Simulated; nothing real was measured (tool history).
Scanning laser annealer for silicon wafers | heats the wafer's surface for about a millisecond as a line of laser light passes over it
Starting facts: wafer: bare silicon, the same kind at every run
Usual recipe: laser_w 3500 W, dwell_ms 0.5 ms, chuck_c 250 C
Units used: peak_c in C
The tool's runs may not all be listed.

run	day	laser_w	dwell_ms	chuck_c	peak_c
1	0	3500	0.5	250	997
2	0.225	3500	0.5	242	992
3	0.417	3418	0.5	242	973
4	0.721	3521	0.5	250	1008
5	0.95	3521	0.5	250	1004
# day 1.183: optics aligned, line set to its width
6	1.404	3043	0.615	276	984
7	1.783	3552	0.5	262	1014
# day 2.075: optics aligned, line set to its width, once more
8	2.304	3178	0.367	262	858
9	2.521	3178	0.367	262	857
10	2.758	3178	0.367	262	856

Alternative continuations, all from the tool just after run 10; predict every row:
A	2.979	3520	0.367	249	?
B	2.979	3430	0.353	225	?
C	2.979	3183	0.495	248	?
D	2.979	3081	0.5	250	?
E	2.979	3178	0.367	233	?

run	peak_c
A	910
B	857
C	938
D	921
E	827
With no hidden state in the tool, these same runs would have given:
run	peak_c
A	928
B	874
C	956
D	939
E	843
